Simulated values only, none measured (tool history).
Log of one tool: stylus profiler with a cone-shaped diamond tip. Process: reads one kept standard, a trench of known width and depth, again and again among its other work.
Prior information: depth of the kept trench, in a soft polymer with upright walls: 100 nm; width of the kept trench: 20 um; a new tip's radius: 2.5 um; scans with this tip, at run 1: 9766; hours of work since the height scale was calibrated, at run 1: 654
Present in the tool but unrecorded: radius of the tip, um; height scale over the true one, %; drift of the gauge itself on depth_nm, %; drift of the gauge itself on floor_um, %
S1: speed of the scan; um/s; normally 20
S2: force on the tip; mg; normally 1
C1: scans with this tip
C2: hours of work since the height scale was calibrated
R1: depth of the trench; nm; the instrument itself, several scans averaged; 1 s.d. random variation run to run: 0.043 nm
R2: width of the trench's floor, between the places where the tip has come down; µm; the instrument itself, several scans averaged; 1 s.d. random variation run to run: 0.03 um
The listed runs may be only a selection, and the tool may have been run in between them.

run   hour  S1    S2     C1   C2      R1     R2
  1      0  20     1   9766  654  100.56  17.98
  2   94.2  20     1  10597  710  100.49  17.97
  3  160.4  20     1  11182  749  100.46  17.98
  4  258.8  20     1  12051  808  100.58  18.01
  5  315.4  20     1  12550  841  100.54   17.9
  6  386.4  15  0.83  13177  883   100.5  17.91
     392.6  -- height scale calibrated on a step standard
  7    523  12  2.52  14380   77  101.09  17.97
  8  579.1  12  2.52  14875  110  100.94   17.9
  9  681.1   6  0.54  15775  171  100.62  17.87

Run 10 comes next. What will it give?
 10  744.7   6  0.54  16337  208   ?   ?

Run 10 measured R1 100.57 nm, R2 17.88 µm.
Minus the tool's unlogged condition, the same run would have read R1 100.18 nm, R2 18.54 µm.
